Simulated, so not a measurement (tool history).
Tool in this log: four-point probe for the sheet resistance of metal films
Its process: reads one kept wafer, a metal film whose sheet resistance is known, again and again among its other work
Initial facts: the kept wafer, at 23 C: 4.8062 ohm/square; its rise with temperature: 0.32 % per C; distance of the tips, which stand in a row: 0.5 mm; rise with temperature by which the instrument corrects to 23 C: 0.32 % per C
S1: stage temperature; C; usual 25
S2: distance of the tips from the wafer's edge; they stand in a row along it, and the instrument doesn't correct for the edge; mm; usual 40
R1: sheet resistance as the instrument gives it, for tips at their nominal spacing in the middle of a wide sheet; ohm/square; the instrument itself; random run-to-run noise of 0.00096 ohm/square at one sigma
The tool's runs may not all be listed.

run   hour  S1  S2        R1
  1    0.0  25  40  4.812622
  2   16.6  25  40  4.811954
  3   32.8  20  40  4.812833
  4   45.2  20  40  4.812088
  5   71.7  18  40  4.810836
  6   94.3  18  40  4.812123
  7  116.5  25  12  4.815275
  8  138.3  25  12  4.816658
  9  158.6  25  12  4.816394
 10  183.1  25  40  4.811714
 11  203.6  25  40  4.811300
 12  222.3  25  11  4.816339
 13  247.8  25  11  4.815936
 14  264.3  25  40  4.810986
 15  283.3  25  40  4.810066
 16  297.4  25  40  4.810778
 17  325.9  25  40  4.809836
 18  344.4  25  40  4.809890
 19  356.4  25  40  4.807520
 20  371.4  25  40  4.810386
 21  394.5  25  40  4.810939
 22  408.1  32  40  4.809965
 23  427.3  28   7  4.820570
 24  443.2  25  65  4.809281
 25  465.2  25  66  4.808620
 26  492.8  25  66  4.805274
 27  504.5  19  23  4.809531
 28  522.2  28   3  4.878767
 29  542.2  23  65  4.807256
 30  560.5  34  12  4.813722
 31  580.1  34  12  4.812245
 32  594.5  34   8  4.817499
 33  612.9  34   8  4.817630
 34  625.7  22  64  4.806447
 35  651.5  22  64  4.807417
 36  669.7  30  58  4.806240
 37  696.3  30  58  4.807064
 38  713.2  30  58  4.806408
 39  727.8  27  30  4.807568
 40  749.9  27  30  4.806400
 41  766.0  27  37  4.805731
 42  793.8  25  11  4.811232
 43  818.7  24  69  4.805342
 44  836.3  24   6  4.823853

Measured less the same run without the tool's hidden state. The same run-to-run variation is in both; the gauge's scatter may not be:
The tool's hidden condition here consists of: inner tips' distance over the nominal, %; tips' flats over new ones', %; wafer's true temperature over the reading, C; drift of the gauge itself on sheet_ohm, %.
run         R1
  1  +0.006039
  2  +0.005890
  3  +0.005760
  4  +0.005653
  5  +0.005455
  6  +0.005271
  7  +0.005097
  8  +0.004931
  9  +0.004753
 10  +0.004565
 11  +0.004399
 12  +0.004245
 13  +0.004032
 14  +0.003884
 15  +0.003709
 16  +0.003590
 17  +0.003338
 18  +0.003186
 19  +0.003069
 20  +0.002959
 21  +0.002768
 22  +0.002640
 23  +0.002482
 24  +0.002346
 25  +0.002171
 26  +0.001942
 27  +0.001853
 28  +0.001696
 29  +0.001506
 30  +0.001304
 31  +0.001138
 32  +0.001004
 33  +0.000841
 34  +0.000752
 35  +0.000554
 36  +0.000382
 37  +0.000146
 38  -0.000007
 39  -0.000096
 40  -0.000288
 41  -0.000432
 42  -0.000661
 43  -0.000857
 44  -0.001005
